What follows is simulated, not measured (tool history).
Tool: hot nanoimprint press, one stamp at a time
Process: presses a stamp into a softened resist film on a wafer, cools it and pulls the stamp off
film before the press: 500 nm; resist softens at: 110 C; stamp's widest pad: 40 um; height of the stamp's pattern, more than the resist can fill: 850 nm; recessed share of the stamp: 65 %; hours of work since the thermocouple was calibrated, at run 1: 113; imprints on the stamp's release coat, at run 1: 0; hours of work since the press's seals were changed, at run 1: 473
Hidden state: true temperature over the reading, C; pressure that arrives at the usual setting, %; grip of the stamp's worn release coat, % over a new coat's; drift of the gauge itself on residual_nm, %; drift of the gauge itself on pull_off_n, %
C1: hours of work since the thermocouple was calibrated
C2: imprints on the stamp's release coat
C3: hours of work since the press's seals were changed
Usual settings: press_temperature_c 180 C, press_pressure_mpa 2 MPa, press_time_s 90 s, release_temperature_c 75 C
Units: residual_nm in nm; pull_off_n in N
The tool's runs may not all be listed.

{"run": 1, "hour": 0.0, "press_temperature_c": 180, "press_pressure_mpa": 2, "press_time_s": 90, "release_temperature_c": 75, "C1": 113, "C2": 0, "C3": 473, "residual_nm": 283.9, "pull_off_n": 126}
{"run": 2, "hour": 18.1, "press_temperature_c": 180, "press_pressure_mpa": 2, "press_time_s": 90, "release_temperature_c": 75, "C1": 124, "C2": 70, "C3": 485, "residual_nm": 284.4, "pull_off_n": 129}
{"run": 3, "hour": 27.4, "press_temperature_c": 180, "press_pressure_mpa": 2, "press_time_s": 90, "release_temperature_c": 75, "C1": 130, "C2": 107, "C3": 491, "residual_nm": 283.9, "pull_off_n": 129}
{"run": 4, "hour": 38.8, "press_temperature_c": 180, "press_pressure_mpa": 2, "press_time_s": 90, "release_temperature_c": 75, "C1": 138, "C2": 151, "C3": 498, "residual_nm": 283.8, "pull_off_n": 126}
{"run": 5, "hour": 60.4, "press_temperature_c": 180, "press_pressure_mpa": 2, "press_time_s": 90, "release_temperature_c": 68, "C1": 151, "C2": 235, "C3": 512, "residual_nm": 284.8, "pull_off_n": 152}
{"run": 6, "hour": 80.6, "press_temperature_c": 180, "press_pressure_mpa": 2, "press_time_s": 90, "release_temperature_c": 68, "C1": 164, "C2": 314, "C3": 525, "residual_nm": 284.1, "pull_off_n": 149}
{"run": 7, "hour": 90.8, "press_temperature_c": 180, "press_pressure_mpa": 2, "press_time_s": 90, "release_temperature_c": 68, "C1": 171, "C2": 354, "C3": 531, "residual_nm": 284.4, "pull_off_n": 152}
{"run": 8, "hour": 100.9, "press_temperature_c": 180, "press_pressure_mpa": 2, "press_time_s": 90, "release_temperature_c": 68, "C1": 177, "C2": 393, "C3": 538, "residual_nm": 284.5, "pull_off_n": 152}
{"run": 9, "hour": 119.9, "press_temperature_c": 180, "press_pressure_mpa": 1.54, "press_time_s": 90, "release_temperature_c": 75, "C1": 190, "C2": 467, "C3": 550, "residual_nm": 323, "pull_off_n": 127}
{"run": 10, "hour": 139.3, "press_temperature_c": 180, "press_pressure_mpa": 1.54, "press_time_s": 90, "release_temperature_c": 75, "C1": 202, "C2": 542, "C3": 562, "residual_nm": 323.3, "pull_off_n": 128}
{"run": 11, "hour": 151.8, "press_temperature_c": 180, "press_pressure_mpa": 1.54, "press_time_s": 90, "release_temperature_c": 75, "C1": 210, "C2": 591, "C3": 570, "residual_nm": 323, "pull_off_n": 130}
{"run": 12, "hour": 168.9, "press_temperature_c": 180, "press_pressure_mpa": 2, "press_time_s": 90, "release_temperature_c": 75, "C1": 221, "C2": 658, "C3": 581, "residual_nm": 285.2, "pull_off_n": 131}
{"run": 13, "hour": 183.5, "press_temperature_c": 177, "press_pressure_mpa": 2, "press_time_s": 145, "release_temperature_c": 75, "C1": 230, "C2": 715, "C3": 591, "residual_nm": 270.1, "pull_off_n": 129}
{"run": 14, "hour": 194.2, "press_temperature_c": 177, "press_pressure_mpa": 2, "press_time_s": 145, "release_temperature_c": 75, "C1": 237, "C2": 756, "C3": 598, "residual_nm": 269.9, "pull_off_n": 129}
{"hour": 203.3, "done": "stamp cleaned and given a new release coat"}
{"run": 15, "hour": 218.8, "press_temperature_c": 179, "press_pressure_mpa": 1.93, "press_time_s": 146, "release_temperature_c": 64, "C1": 249, "C2": 61, "C3": 610, "residual_nm": 259.8, "pull_off_n": 164}
{"run": 16, "hour": 228.1, "press_temperature_c": 189, "press_pressure_mpa": 2, "press_time_s": 90, "release_temperature_c": 72, "C1": 255, "C2": 97, "C3": 616, "residual_nm": 224.4, "pull_off_n": 138}
{"run": 17, "hour": 238.6, "press_temperature_c": 175, "press_pressure_mpa": 1.52, "press_time_s": 138, "release_temperature_c": 80, "C1": 262, "C2": 138, "C3": 622, "residual_nm": 331.6, "pull_off_n": 113}
{"run": 18, "hour": 259.8, "press_temperature_c": 175, "press_pressure_mpa": 2.27, "press_time_s": 133, "release_temperature_c": 80, "C1": 276, "C2": 220, "C3": 636, "residual_nm": 275.9, "pull_off_n": 113}
{"hour": 284.6, "done": "plate thermocouple calibrated"}
{"run": 19, "hour": 284.7, "press_temperature_c": 168, "press_pressure_mpa": 2.13, "press_time_s": 145, "release_temperature_c": 75, "C1": 0, "C2": 306, "C3": 650, "residual_nm": 341.1, "pull_off_n": 129}
{"run": 20, "hour": 301.5, "press_temperature_c": 168, "press_pressure_mpa": 2.13, "press_time_s": 145, "release_temperature_c": 75, "C1": 11, "C2": 371, "C3": 661, "residual_nm": 341.9, "pull_off_n": 127}
{"run": 21, "hour": 314.4, "press_temperature_c": 180, "press_pressure_mpa": 1.79, "press_time_s": 66, "release_temperature_c": 75, "C1": 19, "C2": 421, "C3": 669, "residual_nm": 328.3, "pull_off_n": 127}
{"run": 22, "hour": 334.6, "press_temperature_c": 169, "press_pressure_mpa": 1.79, "press_time_s": 51, "release_temperature_c": 75, "C1": 32, "C2": 500, "C3": 682, "residual_nm": 430.1, "pull_off_n": 130}
{"run": 23, "hour": 350.6, "press_temperature_c": 181, "press_pressure_mpa": 2.98, "press_time_s": 51, "release_temperature_c": 64, "C1": 42, "C2": 562, "C3": 692, "residual_nm": 266.9, "pull_off_n": 165}

5 ways to go on from here, each from the tool as it stands after run 23. What would each give?
{"run": "A", "hour": 362.4, "press_temperature_c": 175, "press_pressure_mpa": 2.22, "press_time_s": 77, "release_temperature_c": 64, "C1": 50, "C2": 608, "C3": 700, "residual_nm": "?", "pull_off_n": "?"}
{"run": "B", "hour": 362.4, "press_temperature_c": 181, "press_pressure_mpa": 2.98, "press_time_s": 91, "release_temperature_c": 63, "C1": 50, "C2": 608, "C3": 700, "residual_nm": "?", "pull_off_n": "?"}
{"run": "C", "hour": 362.4, "press_temperature_c": 186, "press_pressure_mpa": 2, "press_time_s": 90, "release_temperature_c": 65, "C1": 50, "C2": 608, "C3": 700, "residual_nm": "?", "pull_off_n": "?"}
{"run": "D", "hour": 362.4, "press_temperature_c": 181, "press_pressure_mpa": 2.98, "press_time_s": 98, "release_temperature_c": 70, "C1": 50, "C2": 608, "C3": 700, "residual_nm": "?", "pull_off_n": "?"}
{"run": "E", "hour": 362.4, "press_temperature_c": 182, "press_pressure_mpa": 3.15, "press_time_s": 51, "release_temperature_c": 64, "C1": 50, "C2": 608, "C3": 700, "residual_nm": "?", "pull_off_n": "?"}

run=A residual_nm=324.5 pull_off_n=162
run=B residual_nm=223.5 pull_off_n=168
run=C residual_nm=244.4 pull_off_n=159
run=D residual_nm=218.2 pull_off_n=145
run=E residual_nm=251.8 pull_off_n=166
Without the tool's hidden state the same runs would have given:
run=A residual_nm=321 pull_off_n=161
run=B residual_nm=221 pull_off_n=167
run=C residual_nm=241.8 pull_off_n=158
run=D residual_nm=215.7 pull_off_n=144
run=E residual_nm=249 pull_off_n=164
